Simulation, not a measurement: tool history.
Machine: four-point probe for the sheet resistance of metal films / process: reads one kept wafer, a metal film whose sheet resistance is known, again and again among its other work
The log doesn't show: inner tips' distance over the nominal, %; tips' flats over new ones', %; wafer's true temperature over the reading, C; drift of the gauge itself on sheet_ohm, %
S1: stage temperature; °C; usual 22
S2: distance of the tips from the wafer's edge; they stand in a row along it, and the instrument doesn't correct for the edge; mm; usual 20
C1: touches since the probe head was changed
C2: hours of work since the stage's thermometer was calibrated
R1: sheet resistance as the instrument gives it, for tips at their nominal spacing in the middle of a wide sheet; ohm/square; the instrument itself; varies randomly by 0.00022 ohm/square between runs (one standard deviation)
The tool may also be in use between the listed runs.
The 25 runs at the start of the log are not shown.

Run 26, hour 1126.2: usual settings but S1 20 °C, S2 48 mm; C1 85163; C2 1616. Result: R1 1.086083 ohm/square.
Run 27, hour 1188.7: usual settings but S1 20 °C, S2 48 mm; C1 88072; C2 1650. Result: R1 1.085815 ohm/square.
At hour 1216.2: stage's thermometer calibrated.
Run 28, hour 1216.6: usual settings but S1 20 °C, S2 11 mm; C1 89344; C2 0. Result: R1 1.087311 ohm/square.
Run 29, hour 1280.3: usual settings but S1 27 °C, S2 3 mm; C1 92309; C2 35. Result: R1 1.096271 ohm/square.
Run 30, hour 1323.4: usual settings but S1 30 °C, S2 4 mm; C1 94315; C2 58. Result: R1 1.087452 ohm/square.
Run 31, hour 1360.3: usual settings but S1 29 °C, S2 26 mm; C1 96029; C2 78. Result: R1 1.079103 ohm/square.
Run 32, hour 1396.2: usual settings but S1 25 °C, S2 28 mm; C1 97703; C2 97. Result: R1 1.082352 ohm/square.
Run 33, hour 1440.7: usual settings but S1 23 °C, S2 16 mm; C1 99770; C2 121. Result: R1 1.084157 ohm/square.
Run 34, hour 1472: usual settings but S1 23 °C, S2 8 mm; C1 101226; C2 138. Result: R1 1.08605 ohm/square.
Run 35, hour 1527.5: usual settings but S1 23 °C, S2 8 mm; C1 103808; C2 168. Result: R1 1.085663 ohm/square.
Run 36, hour 1573.7: usual settings but S1 30 °C, S2 38 mm; C1 105962; C2 193. Result: R1 1.078436 ohm/square.
Run 37, hour 1635.6: usual settings but S1 23 °C, S2 42 mm; C1 108837; C2 226. Result: R1 1.083461 ohm/square.
Run 38, hour 1697.9: usual settings but S1 33 °C; C1 111738; C2 260. Result: R1 1.076841 ohm/square.
Run 39, hour 1759.4: usual settings but S1 27 °C, S2 7 mm; C1 114600; C2 293. Result: R1 1.083704 ohm/square.
Run 40, hour 1824.3: usual settings but S1 28 °C, S2 6 mm; C1 117618; C2 328. Result: R1 1.083809 ohm/square.
Run 41, hour 1887.3: usual settings but S1 28 °C, S2 17 mm; C1 120550; C2 362. Result: R1 1.080416 ohm/square.
Run 42, hour 1936.1: usual settings but S1 29 °C, S2 23 mm; C1 122822; C2 388. Result: R1 1.079192 ohm/square.
Run 43, hour 1978.6: usual settings but S1 34 °C, S2 73 mm; C1 124797; C2 411. Result: R1 1.075308 ohm/square.
Run 44, hour 2039.1: usual settings but S2 3 mm; C1 127612; C2 444. Result: R1 1.100205 ohm/square.

Consider 5 possible next runs. They are alternatives, not a sequence: every one starts from the tool as it was left by run 44. What does each give?
Run A, hour 2088.9: usual settings but S1 32 °C, S2 61 mm; C1 129927; C2 471. Result: R1 ?.
Run B, hour 2088.9: usual settings but S1 26 °C, S2 12 mm; C1 129927; C2 471. Result: R1 ?.
Run C, hour 2088.9: usual settings but S1 24 °C, S2 64 mm; C1 129927; C2 471. Result: R1 ?.
Run D, hour 2088.9: usual settings but S1 35 °C, S2 13 mm; C1 129927; C2 471. Result: R1 ?.
Run E, hour 2088.9: usual settings but S1 27 °C, S2 10 mm; C1 129927; C2 471. Result: R1 ?.

run        R1
  A  1.077326
  B  1.082243
  C  1.083116
  D  1.075682
  E  1.082015
Take away the tool's hidden state, keep each run's random variation, and the runs would have read:
run        R1
  A   1.07742
  B  1.082338
  C  1.083211
  D  1.075777
  E  1.082111

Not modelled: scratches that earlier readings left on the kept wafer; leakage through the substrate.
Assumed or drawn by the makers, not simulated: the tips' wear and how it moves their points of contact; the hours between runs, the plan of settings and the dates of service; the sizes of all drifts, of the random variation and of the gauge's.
